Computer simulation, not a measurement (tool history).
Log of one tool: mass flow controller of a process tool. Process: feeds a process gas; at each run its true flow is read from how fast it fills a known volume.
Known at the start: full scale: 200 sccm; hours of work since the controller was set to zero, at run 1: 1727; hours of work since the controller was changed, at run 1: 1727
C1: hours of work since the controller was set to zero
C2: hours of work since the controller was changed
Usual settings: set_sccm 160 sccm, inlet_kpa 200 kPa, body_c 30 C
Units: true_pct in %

{"run": 1, "hour": 0.0, "set_sccm": 160, "inlet_kpa": 200, "body_c": 30, "C1": 1727, "C2": 1727, "true_pct": 99.37}
{"run": 2, "hour": 205.5, "set_sccm": 160, "inlet_kpa": 151, "body_c": 30, "C1": 1851, "C2": 1851, "true_pct": 99.79}
{"run": 3, "hour": 357.7, "set_sccm": 160, "inlet_kpa": 151, "body_c": 30, "C1": 1942, "C2": 1942, "true_pct": 99.67}
{"run": 4, "hour": 600.5, "set_sccm": 160, "inlet_kpa": 151, "body_c": 30, "C1": 2089, "C2": 2089, "true_pct": 99.77}
{"run": 5, "hour": 739.0, "set_sccm": 160, "inlet_kpa": 151, "body_c": 30, "C1": 2172, "C2": 2172, "true_pct": 99.89}
{"run": 6, "hour": 976.9, "set_sccm": 160, "inlet_kpa": 151, "body_c": 30, "C1": 2316, "C2": 2316, "true_pct": 99.77}
{"run": 7, "hour": 1102.4, "set_sccm": 160, "inlet_kpa": 200, "body_c": 30, "C1": 2392, "C2": 2392, "true_pct": 99.46}
{"run": 8, "hour": 1384.6, "set_sccm": 160, "inlet_kpa": 200, "body_c": 30, "C1": 2562, "C2": 2562, "true_pct": 99.39}
{"run": 9, "hour": 1613.0, "set_sccm": 160, "inlet_kpa": 200, "body_c": 30, "C1": 2700, "C2": 2700, "true_pct": 99.44}
{"run": 10, "hour": 1851.5, "set_sccm": 160, "inlet_kpa": 200, "body_c": 30, "C1": 2843, "C2": 2843, "true_pct": 99.43}
{"run": 11, "hour": 2039.8, "set_sccm": 160, "inlet_kpa": 200, "body_c": 30, "C1": 2957, "C2": 2957, "true_pct": 99.34}
{"run": 12, "hour": 2160.6, "set_sccm": 160, "inlet_kpa": 200, "body_c": 30, "C1": 3030, "C2": 3030, "true_pct": 99.35}
{"run": 13, "hour": 2415.5, "set_sccm": 87, "inlet_kpa": 220, "body_c": 30, "C1": 3183, "C2": 3183, "true_pct": 99.75}
{"run": 14, "hour": 2622.4, "set_sccm": 160, "inlet_kpa": 155, "body_c": 30, "C1": 3308, "C2": 3308, "true_pct": 99.81}
{"run": 15, "hour": 2777.4, "set_sccm": 160, "inlet_kpa": 155, "body_c": 30, "C1": 3402, "C2": 3402, "true_pct": 99.82}
{"run": 16, "hour": 2898.8, "set_sccm": 160, "inlet_kpa": 155, "body_c": 30, "C1": 3475, "C2": 3475, "true_pct": 99.79}
{"run": 17, "hour": 3039.0, "set_sccm": 27, "inlet_kpa": 200, "body_c": 38, "C1": 3559, "C2": 3559, "true_pct": 102.02}
{"run": 18, "hour": 3323.3, "set_sccm": 160, "inlet_kpa": 225, "body_c": 21, "C1": 3731, "C2": 3731, "true_pct": 100.21}
{"run": 19, "hour": 3575.7, "set_sccm": 160, "inlet_kpa": 165, "body_c": 25, "C1": 3883, "C2": 3883, "true_pct": 100.16}
{"run": 20, "hour": 3732.2, "set_sccm": 24, "inlet_kpa": 199, "body_c": 25, "C1": 3978, "C2": 3978, "true_pct": 104.66}
{"run": 21, "hour": 3969.5, "set_sccm": 54, "inlet_kpa": 199, "body_c": 25, "C1": 4121, "C2": 4121, "true_pct": 101.4}

Some steps in true_pct between neighbouring runs. How much of each would the tool show without its hidden state too (settings, what came in, random variation), and how much is left for the hidden state, with any gauge scatter that isn't in both results?
The hidden state here: flow at rest that the sensor doesn't see, % of full scale; true flow over the shown one, %; drift of the gauge itself on true_pct, %.
Run 17 -> 18: set_sccm 27 -> 160, inlet_kpa 200 -> 225, body_c 38 -> 21. true_pct -1.81 %: hidden state -3.92, all else +2.11.
Run 19 -> 20: set_sccm 160 -> 24, inlet_kpa 165 -> 199. true_pct +4.50 %: hidden state +5.01, all else -0.51.
Run 20 -> 21: set_sccm 24 -> 54. true_pct -3.26 %: hidden state -3.20, all else -0.06.
